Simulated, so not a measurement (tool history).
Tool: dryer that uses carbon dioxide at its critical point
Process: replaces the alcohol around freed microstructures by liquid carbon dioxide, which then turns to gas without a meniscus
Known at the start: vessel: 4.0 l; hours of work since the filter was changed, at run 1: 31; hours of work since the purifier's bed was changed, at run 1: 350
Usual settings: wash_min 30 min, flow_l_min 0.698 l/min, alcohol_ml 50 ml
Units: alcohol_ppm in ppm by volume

| run | hour | wash_min | flow_l_min | alcohol_ml | hours of work since the filter was changed | hours of work since the purifier's bed was changed | alcohol_ppm |
|---|---|---|---|---|---|---|---|
| 1 | 0.0 | 30 | 0.698 | 50 | 31 | 350 | 307 |
| 2 | 34.9 | 30 | 0.698 | 50 | 49 | 368 | 310 |
| 3 | 65.0 | 38 | 0.698 | 50 | 65 | 383 | 124 |
| 4 | 82.1 | 38 | 0.698 | 50 | 73 | 392 | 132 |
| 5 | 101.6 | 30 | 0.698 | 50 | 83 | 402 | 316 |
| 6 | 133.7 | 30 | 0.868 | 50 | 100 | 418 | 145 |
| 7 | 161.8 | 30 | 0.868 | 50 | 114 | 433 | 155 |
| 8 | 194.6 | 30 | 0.868 | 50 | 131 | 449 | 158 |
| 9 | 217.2 | 30 | 0.541 | 50 | 142 | 461 | 818 |
| 10 | 231.8 | 30 | 0.541 | 50 | 150 | 468 | 836 |
| 11 | 264.2 | 30 | 0.698 | 50 | 166 | 485 | 377 |
| 12 | 280.9 | 30 | 0.698 | 28 | 175 | 494 | 238 |
| 13 | 308.3 | 30 | 0.698 | 50 | 189 | 508 | 400 |
| 14 | 327.1 | 30 | 0.698 | 50 | 198 | 517 | 402 |
| 15 | 342.3 | 30 | 0.698 | 50 | 206 | 525 | 412 |
| 16 | 373.0 | 30 | 0.512 | 50 | 222 | 541 | 1040 |
| 17 | 407.9 | 30 | 0.512 | 50 | 240 | 558 | 1073 |
| 18 | 436.8 | 30 | 0.480 | 50 | 254 | 573 | 1265 |
| 19 | 458.6 | 30 | 0.943 | 66 | 266 | 584 | 199 |
|  | 472.0 | inlet filter changed |
| 20 | 479.4 | 30 | 0.943 | 66 | 4 | 594 | 115 |
| 21 | 508.9 | 33 | 0.529 | 40 | 19 | 609 | 445 |
| 22 | 532.9 | 36 | 0.861 | 40 | 31 | 622 | 70 |
| 23 | 558.1 | 26 | 0.514 | 28 | 44 | 635 | 671 |
| 24 | 580.9 | 26 | 1.093 | 38 | 56 | 646 | 89 |
| 25 | 607.3 | 24 | 0.426 | 38 | 69 | 660 | 1547 |
| 26 | 640.1 | 30 | 1.068 | 52 | 86 | 676 | 86 |
| 27 | 670.2 | 30 | 1.094 | 38 | 101 | 692 | 56 |
| 28 | 687.1 | 32 | 0.698 | 52 | 110 | 700 | 285 |
| 29 | 722.7 | 40 | 0.543 | 40 | 128 | 719 | 276 |
| 30 | 750.8 | 40 | 0.543 | 40 | 142 | 733 | 291 |
| 31 | 774.0 | 40 | 0.543 | 40 | 154 | 745 | 286 |
| 32 | 790.5 | 27 | 0.698 | 100 | 163 | 753 | 1012 |
| 33 | 815.0 | 26 | 1.089 | 50 | 175 | 766 | 129 |
| 34 | 841.1 | 26 | 1.089 | 50 | 188 | 779 | 136 |
| 35 | 863.5 | 31 | 0.698 | 50 | 200 | 791 | 363 |
| 36 | 886.1 | 31 | 0.698 | 50 | 211 | 802 | 376 |

How the hidden state differs across the entries between the runs, from the last listed run before each to the first after it:
Between runs 19 and 20: inlet filter changed (hour 472.0)
  flow that reaches the vessel past the clogged filter, %: 86.6 -> 99.8; alcohol in the recycled carbon dioxide, ppm: 33.7 -> 34.2
  measured less the result without the state, alcohol_ppm: +111 -> +31 ppm by volume
